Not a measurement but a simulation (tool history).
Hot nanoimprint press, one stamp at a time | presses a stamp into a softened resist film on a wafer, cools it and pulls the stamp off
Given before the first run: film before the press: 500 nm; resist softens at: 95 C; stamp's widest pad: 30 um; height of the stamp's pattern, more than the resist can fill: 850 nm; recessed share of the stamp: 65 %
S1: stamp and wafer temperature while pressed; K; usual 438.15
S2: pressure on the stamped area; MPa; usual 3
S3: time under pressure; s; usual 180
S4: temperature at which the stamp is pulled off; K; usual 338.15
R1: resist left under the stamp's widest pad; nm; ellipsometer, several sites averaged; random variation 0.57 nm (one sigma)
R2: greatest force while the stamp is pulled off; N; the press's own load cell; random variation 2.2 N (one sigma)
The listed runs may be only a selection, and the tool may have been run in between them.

| run | hour | S1 | S2 | S3 | S4 | R1 | R2 |
|---|---|---|---|---|---|---|---|
| 1 | 0 | 438.15 | 3 | 180 | 338.15 | 248.2 | 242 |
|  | 29.6 | stamp cleaned and given a new release coat |
| 2 | 32.6 | 438.15 | 3 | 180 | 335.15 | 248.5 | 236 |
| 3 | 54.4 | 438.15 | 3 | 180 | 335.15 | 247.5 | 238 |
| 4 | 78.1 | 438.15 | 3 | 180 | 338.15 | 248.7 | 222 |
| 5 | 100.8 | 438.15 | 3 | 180 | 338.15 | 247.1 | 222 |
| 6 | 128.2 | 438.15 | 3 | 267 | 338.15 | 212.9 | 224 |
| 7 | 149.2 | 438.15 | 3 | 180 | 338.15 | 247 | 228 |
| 8 | 170.9 | 438.15 | 3 | 180 | 338.15 | 247.4 | 226 |
| 9 | 196.8 | 438.15 | 3 | 180 | 338.15 | 247.7 | 230 |
| 10 | 221.6 | 438.15 | 3 | 180 | 338.15 | 247.1 | 230 |
| 11 | 244.7 | 438.15 | 3 | 180 | 338.15 | 246.5 | 228 |
| 12 | 271 | 442.15 | 3.59 | 349 | 328.15 | 153.3 | 292 |
| 13 | 288.8 | 438.15 | 3 | 191 | 338.15 | 241.9 | 231 |
| 14 | 303 | 438.15 | 2.94 | 272 | 343.15 | 212 | 198 |
| 15 | 328.2 | 438.15 | 2.94 | 272 | 343.15 | 213.1 | 200 |
| 16 | 349.8 | 438.15 | 2.94 | 272 | 343.15 | 210.9 | 204 |
| 17 | 368 | 450.15 | 4.47 | 115 | 343.15 | 173.1 | 203 |
| 18 | 385.9 | 432.15 | 3.17 | 142 | 346.15 | 309 | 184 |
| 19 | 406.7 | 442.15 | 2.68 | 142 | 341.15 | 249.5 | 217 |
| 20 | 423.8 | 442.15 | 2.68 | 142 | 341.15 | 250 | 217 |
| 21 | 445.1 | 438.15 | 3 | 180 | 325.15 | 244.5 | 326 |
| 22 | 459.5 | 438.15 | 3 | 180 | 325.15 | 246.4 | 330 |

Branching from run 22: 3 alternative next runs. What would each branch give?
|  | 479.9 | press's hydraulic seals changed and the load cell set to zero |
| A | 480.7 | 438.15 | 3 | 211 | 326.15 | ? | ? |
|  | 479.9 | press's hydraulic seals changed and the load cell set to zero |
| B | 480.7 | 438.15 | 2.76 | 288 | 325.15 | ? | ? |
|  | 479.9 | press's hydraulic seals changed and the load cell set to zero |
| C | 480.7 | 447.15 | 2.28 | 180 | 343.15 | ? | ? |

| run | R1 | R2 |
|---|---|---|
| A | 229.3 | 325 |
| B | 211.1 | 326 |
| C | 210.1 | 204 |
With the hidden condition removed and each run's random variation left untouched, the same runs would have given:
| run | R1 | R2 |
|---|---|---|
| A | 232.6 | 296 |
| B | 214.3 | 296 |
| C | 213 | 187 |

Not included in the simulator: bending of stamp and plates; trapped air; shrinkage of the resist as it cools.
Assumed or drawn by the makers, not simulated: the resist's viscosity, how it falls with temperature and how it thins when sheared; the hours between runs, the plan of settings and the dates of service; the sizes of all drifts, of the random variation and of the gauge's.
